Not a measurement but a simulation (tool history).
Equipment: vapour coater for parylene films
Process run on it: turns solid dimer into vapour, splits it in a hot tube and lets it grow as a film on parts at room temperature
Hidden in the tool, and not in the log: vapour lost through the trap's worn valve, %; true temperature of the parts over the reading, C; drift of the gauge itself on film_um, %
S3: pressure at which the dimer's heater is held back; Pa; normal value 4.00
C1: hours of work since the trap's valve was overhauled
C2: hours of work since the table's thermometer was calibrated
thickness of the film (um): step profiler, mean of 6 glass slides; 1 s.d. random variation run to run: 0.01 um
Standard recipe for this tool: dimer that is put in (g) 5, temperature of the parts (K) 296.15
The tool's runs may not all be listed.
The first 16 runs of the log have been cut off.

At hour 424.0: table's thermometer calibrated.
Run 17, hour 454.5: usual settings but temperature of the parts (K) 302.15; C1 56; C2 17. Result: thickness of the film (um) 0.99.
Run 18, hour 469.8: usual settings but dimer that is put in (g) 7, temperature of the parts (K) 302.15, S3 3.60 Pa; C1 65; C2 25. Result: thickness of the film (um) 1.41.
Run 19, hour 488.2: usual settings but temperature of the parts (K) 301.15, S3 2.19 Pa; C1 75; C2 36. Result: thickness of the film (um) 1.08.
Run 20, hour 511.9: usual settings but dimer that is put in (g) 8, temperature of the parts (K) 297.15, S3 3.47 Pa; C1 88; C2 49. Result: thickness of the film (um) 1.82.
Run 21, hour 532.2: usual settings but temperature of the parts (K) 303.15; C1 99; C2 60. Result: thickness of the film (um) 0.97.
Run 22, hour 556.2: usual settings but dimer that is put in (g) 4; C1 112; C2 73. Result: thickness of the film (um) 0.91.
Run 23, hour 571.3: usual settings but dimer that is put in (g) 8; C1 121; C2 82. Result: thickness of the film (um) 1.80.
At hour 594.0: table's thermometer calibrated, once more.
Run 24, hour 600.7: usual settings but dimer that is put in (g) 8; C1 137; C2 4. Result: thickness of the film (um) 1.84.
Run 25, hour 635.8: usual settings but dimer that is put in (g) 4; C1 156; C2 23. Result: thickness of the film (um) 0.90.
Run 26, hour 663.2: usual settings but dimer that is put in (g) 4; C1 171; C2 38. Result: thickness of the film (um) 0.92.
Run 27, hour 688.2: usual settings but dimer that is put in (g) 4, temperature of the parts (K) 290.15; C1 185; C2 52. Result: thickness of the film (um) 1.01.
Run 28, hour 704.1: usual settings but dimer that is put in (g) 4, temperature of the parts (K) 289.15; C1 194; C2 61. Result: thickness of the film (um) 1.04.

Predict the results of run 29:
Run 29, hour 732.2: usual settings but dimer that is put in (g) 4, temperature of the parts (K) 289.15; C1 209; C2 77. Result: thickness of the film (um) ?.

{"run 29": {"thickness of the film (um)": 1.04}}
Had the tool carried no hidden state, the very same run would have given thickness of the film (um) 1.10.
